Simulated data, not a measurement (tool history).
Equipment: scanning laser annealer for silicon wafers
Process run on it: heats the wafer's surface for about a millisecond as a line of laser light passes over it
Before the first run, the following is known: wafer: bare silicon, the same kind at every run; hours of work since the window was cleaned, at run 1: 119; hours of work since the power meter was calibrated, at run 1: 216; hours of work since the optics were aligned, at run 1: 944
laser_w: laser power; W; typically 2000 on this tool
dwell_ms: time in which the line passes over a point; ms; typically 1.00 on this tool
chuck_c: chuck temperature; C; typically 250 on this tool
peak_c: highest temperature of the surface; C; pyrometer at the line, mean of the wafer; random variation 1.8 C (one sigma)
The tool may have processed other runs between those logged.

run	day	laser_w	dwell_ms	chuck_c	hours of work since the window was cleaned	hours of work since the power meter was calibrated	hours of work since the optics were aligned	peak_c
1	0.000	2000	1.00	250	119	216	944	998
2	0.492	2000	1.00	250	124	222	950	995
3	0.954	2000	1.00	250	130	227	955	997
4	1.371	2000	1.00	250	135	232	960	994
5	1.700	2000	0.74	250	138	236	964	886
6	2.062	2000	1.00	226	143	240	968	972
7	2.392	2000	1.00	226	146	244	972	969
8	2.688	2000	1.00	226	150	247	975	970
9	3.208	2000	1.00	226	156	253	981	969
10	3.629	2000	1.00	226	161	258	986	968
11	3.954	2000	1.00	226	165	262	990	969
12	4.458	2000	1.00	226	171	268	996	969
13	4.950	2000	0.82	226	176	273	1002	893
14	5.379	2000	1.00	250	181	278	1007	992
15	5.717	2000	1.00	261	185	282	1010	999
16	6.229	1828	1.00	274	191	288	1016	935
17	6.688	2139	0.78	274	196	294	1022	980
18	6.946	1982	1.00	250	199	297	1025	979
19	7.388	2183	1.10	250	205	302	1030	1113
20	7.883	2183	1.10	250	210	308	1036	1111
21	8.242	2183	1.10	250	215	312	1040	1112
22	8.688	2000	1.24	236	220	317	1045	1061
23	9.204	2000	1.24	236	226	323	1051	1055
24	9.621	1864	0.91	250	231	328	1056	893
25	9.954	1864	0.91	250	235	332	1060	890
# day 10.392: optics aligned, line set to its width
26	10.596	1881	0.87	242	240	337	2	883
27	10.862	1881	0.87	242	243	340	6	883
28	11.408	1881	0.87	242	249	346	12	884

Branching from run 28: 5 alternative next runs. What would each branch give?
A	11.650	2000	1.09	268	252	349	15	?
B	11.650	2000	0.95	223	252	349	15	?
C	11.650	2008	0.83	279	252	349	15	?
D	11.650	1905	0.95	242	252	349	15	?
E	11.650	2000	1.00	288	252	349	15	?

run	peak_c
A	1047
B	943
C	959
D	924
E	1031
Without the tool's unlogged condition, the same runs would have read:
run	peak_c
A	1075
B	970
C	983
D	949
E	1058
